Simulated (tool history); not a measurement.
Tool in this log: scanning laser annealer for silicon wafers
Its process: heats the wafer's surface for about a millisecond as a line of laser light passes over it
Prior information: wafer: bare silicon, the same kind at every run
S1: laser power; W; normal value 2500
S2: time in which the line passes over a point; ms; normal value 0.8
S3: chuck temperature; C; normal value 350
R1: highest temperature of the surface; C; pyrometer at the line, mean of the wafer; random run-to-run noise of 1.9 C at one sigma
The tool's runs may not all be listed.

run	hour	S1	S2	S3	R1
1	0	2500	0.8	350	1187
# hour 50.6: window over the wafer cleaned
2	62.9	2500	0.8	350	1189
3	128.4	2500	0.8	350	1189
4	203.2	2500	0.8	350	1188
5	275.5	2500	0.8	350	1191
6	331.2	2500	0.8	350	1190
7	369.2	2500	0.8	350	1190
8	412.7	2500	0.736	350	1149
9	484.9	2500	0.8	343	1184
10	525.6	2500	0.8	343	1180
11	583.2	2500	0.8	343	1179
12	643.9	2500	0.8	343	1184
13	685.6	2500	0.8	343	1182
14	740.1	2552	0.944	320	1267
15	818.3	2402	0.8	337	1141
16	871.2	2541	0.675	350	1122
17	912.7	2500	0.817	350	1196
18	988.2	2500	0.817	350	1200
19	1043.4	2218	0.628	350	993
20	1107.1	2218	0.771	311	1039
21	1159.4	2187	0.636	328	966
22	1223.4	2500	0.676	350	1112
23	1295.5	2500	0.676	350	1110

Predict each of these 5 candidate next runs independently; none follows another, all start after run 23:
A	1360.1	2409	0.866	350	?
B	1360.1	2277	0.8	332	?
C	1360.1	2314	0.733	350	?
D	1360.1	2314	0.665	322	?
E	1360.1	2388	0.676	374	?

run	R1
A	1195
B	1094
C	1084
D	1020
E	1100
What these runs would have given with no unlogged condition in the tool:
run	R1
A	1195
B	1095
C	1084
D	1020
E	1100
